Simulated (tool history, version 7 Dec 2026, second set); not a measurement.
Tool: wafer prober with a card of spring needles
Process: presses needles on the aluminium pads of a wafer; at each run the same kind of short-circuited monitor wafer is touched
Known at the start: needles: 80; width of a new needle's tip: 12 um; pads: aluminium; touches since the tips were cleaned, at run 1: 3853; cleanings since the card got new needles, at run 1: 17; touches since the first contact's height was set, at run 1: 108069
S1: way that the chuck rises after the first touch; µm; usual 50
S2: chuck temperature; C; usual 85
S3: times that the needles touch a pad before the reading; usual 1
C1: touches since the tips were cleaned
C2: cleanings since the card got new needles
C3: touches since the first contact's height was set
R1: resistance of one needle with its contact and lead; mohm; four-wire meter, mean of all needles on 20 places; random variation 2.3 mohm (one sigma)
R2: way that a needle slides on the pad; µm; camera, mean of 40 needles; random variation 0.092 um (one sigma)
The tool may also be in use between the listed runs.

run	hour	S1	S2	S3	C1	C2	C3	R1	R2
1	0.0	50	85	1	3853	17	108069	293	10.34
# hour 8.4: tips cleaned on abrasive film
# hour 28.2: tips cleaned on abrasive film
2	29.7	50	85	1	402	19	116026	272	10.08
# hour 47.1: tips cleaned on abrasive film
3	62.7	50	53	1	4213	20	124925	291	10.20
# hour 70.3: tips cleaned on abrasive film
# hour 90.6: tips cleaned on abrasive film
# hour 109.3: tips cleaned on abrasive film
4	113.1	50	72	1	1042	23	138452	269	9.97
# hour 129.1: tips cleaned on abrasive film
# hour 134.0: height of the first contact set anew
# hour 150.9: tips cleaned on abrasive film
5	163.9	36	85	1	3508	25	8024	320	7.75
# hour 171.5: tips cleaned on abrasive film
# hour 191.6: tips cleaned on abrasive film
# hour 200.3: tips cleaned on abrasive film, once more
# hour 222.1: tips cleaned on abrasive film
6	226.8	50	85	1	1261	29	24909	279	10.60
# hour 240.9: tips cleaned on abrasive film
7	253.4	50	85	1	3359	30	32061	293	10.49
# hour 261.1: tips cleaned on abrasive film
# hour 280.8: tips cleaned on abrasive film
8	292.6	50	85	1	3202	32	42598	290	10.68
# hour 301.0: tips cleaned on abrasive film
# hour 323.2: tips cleaned on abrasive film
# hour 342.1: tips cleaned on abrasive film
9	342.1	50	85	1	0	35	55889	268	10.50
# hour 363.7: tips cleaned on abrasive film
# hour 385.1: tips cleaned on abrasive film
10	395.5	50	85	1	2793	37	70229	293	10.49
# hour 407.4: tips cleaned on abrasive film
11	424.5	50	85	1	4623	38	78049	300	10.50
# hour 428.7: tips cleaned on abrasive film
# hour 449.4: tips cleaned on abrasive film
12	467.8	51	85	1	4985	40	89689	295	10.53
# hour 472.6: tips cleaned on abrasive film
# hour 494.6: tips cleaned on abrasive film
13	512.2	50	85	1	4772	42	101622	300	10.25
# hour 515.5: tips cleaned on abrasive film
# hour 535.4: tips cleaned on abrasive film
# hour 557.3: tips cleaned on abrasive film
14	565.3	50	85	1	2177	45	115876	292	10.22
# hour 576.2: tips cleaned on abrasive film
# hour 596.8: tips cleaned on abrasive film
15	596.8	50	85	3	0	47	124321	261	10.18
# hour 617.3: tips cleaned on abrasive film
# hour 636.9: tips cleaned on abrasive film
# hour 657.1: tips cleaned on abrasive film
16	662.5	50	85	3	1459	50	141980	273	10.14
# hour 671.3: height of the first contact set anew
# hour 678.9: tips cleaned on abrasive film
# hour 699.1: tips cleaned on abrasive film
17	710.1	50	85	1	2967	52	10413	292	10.72
# hour 720.8: tips cleaned on abrasive film
# hour 742.3: tips cleaned on abrasive film
# hour 763.8: tips cleaned on abrasive film
18	773.9	55	82	3	2741	55	27569	267	11.69
# hour 786.4: tips cleaned on abrasive film
# hour 809.2: tips cleaned on abrasive film
19	824.6	55	82	3	4171	57	41199	272	11.76
# hour 828.4: tips cleaned on abrasive film
# hour 851.5: tips cleaned on abrasive film
# hour 872.4: tips cleaned on abrasive film
20	887.9	41	82	2	4198	60	58200	297	8.69
# hour 892.7: tips cleaned on abrasive film
# hour 914.0: tips cleaned on abrasive film
21	914.9	54	85	1	240	62	65431	272	11.44
# hour 933.0: tips cleaned on abrasive film
# hour 951.8: tips cleaned on abrasive film
22	952.5	50	53	1	180	64	75521	262	10.51
# hour 972.8: tips cleaned on abrasive film
23	985.2	36	38	1	3358	65	84331	331	7.58
# hour 994.1: tips cleaned on abrasive film
# hour 1013.9: tips cleaned on abrasive film
24	1024.1	36	38	1	2767	67	94787	319	7.42
# hour 1035.7: tips cleaned on abrasive film
# hour 1058.7: tips cleaned on abrasive film
25	1071.7	36	38	1	3499	69	107571	328	7.34
# hour 1079.4: tips cleaned on abrasive film
# hour 1102.4: tips cleaned on abrasive film
26	1112.4	36	38	1	2702	71	118526	329	7.33
# hour 1124.7: tips cleaned on abrasive film
# hour 1145.7: tips cleaned on abrasive film
# hour 1165.1: tips cleaned on abrasive film
27	1178.6	36	38	1	3624	74	136292	331	7.15
# hour 1185.6: tips cleaned on abrasive film
# hour 1204.8: tips cleaned on abrasive film
# hour 1205.1: height of the first contact set anew
# hour 1226.6: tips cleaned on abrasive film
28	1229.0	50	85	1	660	77	6440	280	10.79
# hour 1246.2: tips cleaned on abrasive film
29	1262.0	50	85	1	4262	78	15305	303	10.69
# hour 1265.4: tips cleaned on abrasive film
# hour 1286.9: tips cleaned on abrasive film
30	1305.4	50	85	1	4990	80	26980	303	10.55

Hidden state or all else? Some run-to-run changes of R1, split into what the settings, what came in and random variation would give without the hidden state, and what is left for the hidden state (with any gauge scatter that isn't in both results):
The hidden state here: debris on the tips, nm; way that the needles fall short of the set height, um; tips' diameter, um; drift of the gauge itself on contact_mohm, %; drift of the gauge itself on scrub_um, %.
Run 4 -> 5: S1 50 -> 36, S2 72 -> 85, tips cleaned on abrasive film, height of the first contact set anew, tips cleaned on abrasive film. R1 +51 mohm: hidden state +35, all else +16.
Run 5 -> 6: S1 36 -> 50, tips cleaned on abrasive film, tips cleaned on abrasive film, tips cleaned on abrasive film, once more, tips cleaned on abrasive film. R1 -41 mohm: hidden state -37, all else -4.
Run 22 -> 23: S1 50 -> 36, S2 53 -> 38, tips cleaned on abrasive film. R1 +69 mohm: hidden state +66, all else +3.
Run 27 -> 28: S1 36 -> 50, S2 38 -> 85, tips cleaned on abrasive film, tips cleaned on abrasive film, height of the first contact set anew, tips cleaned on abrasive film. R1 -51 mohm: hidden state -62, all else +11.

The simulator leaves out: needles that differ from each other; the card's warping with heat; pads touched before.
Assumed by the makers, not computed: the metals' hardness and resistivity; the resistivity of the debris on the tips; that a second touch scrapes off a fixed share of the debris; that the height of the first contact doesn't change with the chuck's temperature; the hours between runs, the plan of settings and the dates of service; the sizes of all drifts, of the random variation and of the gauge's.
